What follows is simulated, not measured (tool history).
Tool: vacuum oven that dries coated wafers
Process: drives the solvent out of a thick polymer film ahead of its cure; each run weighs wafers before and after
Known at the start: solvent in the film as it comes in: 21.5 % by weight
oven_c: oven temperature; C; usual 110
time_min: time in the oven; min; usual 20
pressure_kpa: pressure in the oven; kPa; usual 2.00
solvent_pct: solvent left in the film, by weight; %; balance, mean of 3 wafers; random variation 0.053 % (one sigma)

run 1 hour=0.0 | oven_c=110 time_min=20 pressure_kpa=2.00 | solvent_pct=1.75
run 2 hour=68.6 | oven_c=110 time_min=20 pressure_kpa=2.00 | solvent_pct=1.74
run 3 hour=138.5 | oven_c=110 time_min=20 pressure_kpa=2.00 | solvent_pct=1.85
run 4 hour=197.4 | oven_c=110 time_min=20 pressure_kpa=2.00 | solvent_pct=1.74
run 5 hour=290.5 | oven_c=110 time_min=20 pressure_kpa=2.00 | solvent_pct=1.93
run 6 hour=396.3 | oven_c=110 time_min=20 pressure_kpa=2.00 | solvent_pct=1.82
run 7 hour=468.4 | oven_c=110 time_min=20 pressure_kpa=2.00 | solvent_pct=1.88
run 8 hour=532.1 | oven_c=110 time_min=34 pressure_kpa=2.00 | solvent_pct=1.06
run 9 hour=583.7 | oven_c=110 time_min=20 pressure_kpa=2.00 | solvent_pct=1.81
run 10 hour=661.3 | oven_c=110 time_min=20 pressure_kpa=2.00 | solvent_pct=1.82
run 11 hour=712.3 | oven_c=110 time_min=20 pressure_kpa=2.40 | solvent_pct=2.11
run 12 hour=819.5 | oven_c=110 time_min=20 pressure_kpa=2.40 | solvent_pct=2.00
-- hour=884.9 oven's thermocouples calibrated
run 13 hour=903.7 | oven_c=110 time_min=20 pressure_kpa=2.40 | solvent_pct=2.06
run 14 hour=992.8 | oven_c=110 time_min=20 pressure_kpa=2.40 | solvent_pct=1.99
run 15 hour=1063.0 | oven_c=125 time_min=32 pressure_kpa=2.68 | solvent_pct=0.94
run 16 hour=1178.3 | oven_c=96 time_min=18 pressure_kpa=3.97 | solvent_pct=7.02
run 17 hour=1286.9 | oven_c=96 time_min=18 pressure_kpa=3.97 | solvent_pct=7.21
run 18 hour=1349.8 | oven_c=125 time_min=20 pressure_kpa=4.76 | solvent_pct=1.65
run 19 hour=1472.6 | oven_c=125 time_min=20 pressure_kpa=4.76 | solvent_pct=1.59
run 20 hour=1580.8 | oven_c=115 time_min=14 pressure_kpa=4.43 | solvent_pct=3.03
run 21 hour=1696.8 | oven_c=110 time_min=23 pressure_kpa=1.26 | solvent_pct=1.12
run 22 hour=1758.0 | oven_c=110 time_min=12 pressure_kpa=2.00 | solvent_pct=3.57
run 23 hour=1843.4 | oven_c=110 time_min=19 pressure_kpa=1.90 | solvent_pct=1.93
run 24 hour=1899.5 | oven_c=110 time_min=19 pressure_kpa=1.90 | solvent_pct=2.01

3 ways to go on from here, each from the tool as it stands after run 24. What would each give?
run A hour=2019.1 | oven_c=104 time_min=12 pressure_kpa=1.17 | solvent_pct=?
run B hour=2019.1 | oven_c=110 time_min=12 pressure_kpa=1.04 | solvent_pct=?
run C hour=2019.1 | oven_c=110 time_min=20 pressure_kpa=2.66 | solvent_pct=?

run=A solvent_pct=4.92
run=B solvent_pct=3.15
run=C solvent_pct=2.12
Without the tool's hidden state the same runs would have given:
run=A solvent_pct=4.89
run=B solvent_pct=3.12
run=C solvent_pct=2.09

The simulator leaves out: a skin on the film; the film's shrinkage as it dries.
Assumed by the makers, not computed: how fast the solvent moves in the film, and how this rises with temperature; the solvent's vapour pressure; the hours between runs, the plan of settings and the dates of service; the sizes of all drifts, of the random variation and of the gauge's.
